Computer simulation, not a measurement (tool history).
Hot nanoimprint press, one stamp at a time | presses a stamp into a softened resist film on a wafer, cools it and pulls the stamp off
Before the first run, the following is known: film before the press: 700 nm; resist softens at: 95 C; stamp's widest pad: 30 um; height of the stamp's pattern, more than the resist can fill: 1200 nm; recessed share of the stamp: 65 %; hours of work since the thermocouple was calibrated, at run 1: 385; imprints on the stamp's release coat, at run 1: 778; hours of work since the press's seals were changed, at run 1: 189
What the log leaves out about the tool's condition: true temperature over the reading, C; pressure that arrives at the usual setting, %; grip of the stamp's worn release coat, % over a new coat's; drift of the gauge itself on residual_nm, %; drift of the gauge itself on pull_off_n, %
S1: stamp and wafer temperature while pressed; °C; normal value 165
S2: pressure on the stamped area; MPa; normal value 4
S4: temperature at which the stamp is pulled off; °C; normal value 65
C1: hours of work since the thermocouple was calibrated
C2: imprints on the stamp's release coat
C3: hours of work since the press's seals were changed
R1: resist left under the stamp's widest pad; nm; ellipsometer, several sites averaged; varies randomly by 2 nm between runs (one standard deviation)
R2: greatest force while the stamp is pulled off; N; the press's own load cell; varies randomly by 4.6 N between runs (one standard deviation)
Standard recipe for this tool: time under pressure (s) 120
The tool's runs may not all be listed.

{"run": 1, "hour": 0.0, "S1": 165, "S2": 4, "time under pressure (s)": 120, "S4": 65, "C1": 385, "C2": 778, "C3": 189, "R1": 352.6, "R2": 294}
{"hour": 15.5, "done": "plate thermocouple calibrated"}
{"run": 2, "hour": 19.2, "S1": 165, "S2": 4, "time under pressure (s)": 120, "S4": 65, "C1": 2, "C2": 829, "C3": 199, "R1": 378.6, "R2": 304}
{"run": 3, "hour": 27.6, "S1": 165, "S2": 4, "time under pressure (s)": 120, "S4": 65, "C1": 8, "C2": 856, "C3": 204, "R1": 372.9, "R2": 304}
{"run": 4, "hour": 40.1, "S1": 165, "S2": 4, "time under pressure (s)": 120, "S4": 65, "C1": 15, "C2": 895, "C3": 212, "R1": 375.3, "R2": 308}
{"run": 5, "hour": 55.0, "S1": 165, "S2": 4, "time under pressure (s)": 120, "S4": 65, "C1": 25, "C2": 942, "C3": 222, "R1": 374.9, "R2": 302}
{"run": 6, "hour": 65.1, "S1": 165, "S2": 4, "time under pressure (s)": 151, "S4": 65, "C1": 31, "C2": 974, "C3": 228, "R1": 349, "R2": 309}
{"run": 7, "hour": 76.6, "S1": 165, "S2": 4, "time under pressure (s)": 151, "S4": 65, "C1": 38, "C2": 1010, "C3": 235, "R1": 351.5, "R2": 316}
{"run": 8, "hour": 87.6, "S1": 165, "S2": 5.92, "time under pressure (s)": 120, "S4": 65, "C1": 45, "C2": 1045, "C3": 242, "R1": 316, "R2": 314}
{"hour": 100.3, "done": "plate thermocouple calibrated, once more"}
{"run": 9, "hour": 100.6, "S1": 156, "S2": 4, "time under pressure (s)": 120, "S4": 65, "C1": 0, "C2": 1077, "C3": 248, "R1": 470.7, "R2": 290}
{"run": 10, "hour": 113.3, "S1": 156, "S2": 4, "time under pressure (s)": 120, "S4": 65, "C1": 8, "C2": 1117, "C3": 256, "R1": 463.6, "R2": 307}
{"run": 11, "hour": 125.0, "S1": 156, "S2": 4, "time under pressure (s)": 120, "S4": 65, "C1": 15, "C2": 1154, "C3": 263, "R1": 466.8, "R2": 299}
{"hour": 138.4, "done": "stamp cleaned and given a new release coat"}
{"run": 12, "hour": 139.6, "S1": 156, "S2": 4, "time under pressure (s)": 120, "S4": 65, "C1": 21, "C2": 4, "C3": 269, "R1": 467.7, "R2": 226}
{"run": 13, "hour": 147.6, "S1": 156, "S2": 4, "time under pressure (s)": 120, "S4": 65, "C1": 26, "C2": 29, "C3": 274, "R1": 470.6, "R2": 231}
{"run": 14, "hour": 157.0, "S1": 156, "S2": 4, "time under pressure (s)": 120, "S4": 65, "C1": 32, "C2": 59, "C3": 280, "R1": 468.5, "R2": 235}
{"run": 15, "hour": 167.9, "S1": 156, "S2": 4, "time under pressure (s)": 97, "S4": 65, "C1": 38, "C2": 93, "C3": 286, "R1": 497.1, "R2": 239}
{"run": 16, "hour": 184.3, "S1": 156, "S2": 4, "time under pressure (s)": 97, "S4": 65, "C1": 49, "C2": 145, "C3": 297, "R1": 488.3, "R2": 239}
{"run": 17, "hour": 200.8, "S1": 165, "S2": 4, "time under pressure (s)": 84, "S4": 52, "C1": 59, "C2": 197, "C3": 307, "R1": 378.4, "R2": 329}
{"run": 18, "hour": 217.2, "S1": 165, "S2": 4, "time under pressure (s)": 84, "S4": 52, "C1": 69, "C2": 249, "C3": 317, "R1": 378.1, "R2": 329}
{"run": 19, "hour": 226.9, "S1": 165, "S2": 4, "time under pressure (s)": 84, "S4": 52, "C1": 75, "C2": 280, "C3": 323, "R1": 380, "R2": 322}
{"run": 20, "hour": 241.9, "S1": 166, "S2": 4, "time under pressure (s)": 84, "S4": 52, "C1": 85, "C2": 327, "C3": 333, "R1": 363.6, "R2": 336}
{"run": 21, "hour": 255.6, "S1": 168, "S2": 6.04, "time under pressure (s)": 92, "S4": 57, "C1": 93, "C2": 370, "C3": 341, "R1": 269.6, "R2": 305}
{"run": 22, "hour": 270.0, "S1": 168, "S2": 6.04, "time under pressure (s)": 92, "S4": 57, "C1": 102, "C2": 415, "C3": 350, "R1": 271, "R2": 316}
{"run": 23, "hour": 280.7, "S1": 165, "S2": 3.36, "time under pressure (s)": 182, "S4": 65, "C1": 109, "C2": 449, "C3": 357, "R1": 315, "R2": 263}
{"run": 24, "hour": 291.3, "S1": 165, "S2": 3.62, "time under pressure (s)": 89, "S4": 57, "C1": 115, "C2": 483, "C3": 363, "R1": 391.2, "R2": 308}
{"run": 25, "hour": 303.6, "S1": 165, "S2": 3.7, "time under pressure (s)": 141, "S4": 56, "C1": 123, "C2": 522, "C3": 371, "R1": 331.1, "R2": 330}
{"run": 26, "hour": 311.9, "S1": 159, "S2": 4, "time under pressure (s)": 190, "S4": 65, "C1": 128, "C2": 548, "C3": 376, "R1": 371, "R2": 258}
{"run": 27, "hour": 328.1, "S1": 176, "S2": 4, "time under pressure (s)": 120, "S4": 65, "C1": 138, "C2": 599, "C3": 386, "R1": 220.8, "R2": 273}
{"run": 28, "hour": 341.9, "S1": 176, "S2": 6.11, "time under pressure (s)": 186, "S4": 65, "C1": 147, "C2": 643, "C3": 395, "R1": 148.9, "R2": 279}
{"run": 29, "hour": 356.0, "S1": 176, "S2": 6.11, "time under pressure (s)": 170, "S4": 55, "C1": 156, "C2": 687, "C3": 404, "R1": 154.2, "R2": 352}
{"run": 30, "hour": 372.2, "S1": 165, "S2": 2.92, "time under pressure (s)": 120, "S4": 62, "C1": 166, "C2": 738, "C3": 414, "R1": 399.3, "R2": 302}

Forecast each of these 3 alternatives for the next run:
{"run": "A", "hour": 379.4, "S1": 165, "S2": 4, "time under pressure (s)": 120, "S4": 57, "C1": 170, "C2": 761, "C3": 418, "R1": "?", "R2": "?"}
{"run": "B", "hour": 379.4, "S1": 165, "S2": 2.92, "time under pressure (s)": 175, "S4": 55, "C1": 170, "C2": 761, "C3": 418, "R1": "?", "R2": "?"}
{"run": "C", "hour": 379.4, "S1": 155, "S2": 2.92, "time under pressure (s)": 120, "S4": 62, "C1": 170, "C2": 761, "C3": 418, "R1": "?", "R2": "?"}

run=A R1=343.2 R2=330
run=B R1=351.1 R2=356
run=C R1=544.9 R2=304
With no hidden state in the tool, these same runs would have given:
run=A R1=324.9 R2=265
run=B R1=334.1 R2=286
run=C R1=527.6 R2=244

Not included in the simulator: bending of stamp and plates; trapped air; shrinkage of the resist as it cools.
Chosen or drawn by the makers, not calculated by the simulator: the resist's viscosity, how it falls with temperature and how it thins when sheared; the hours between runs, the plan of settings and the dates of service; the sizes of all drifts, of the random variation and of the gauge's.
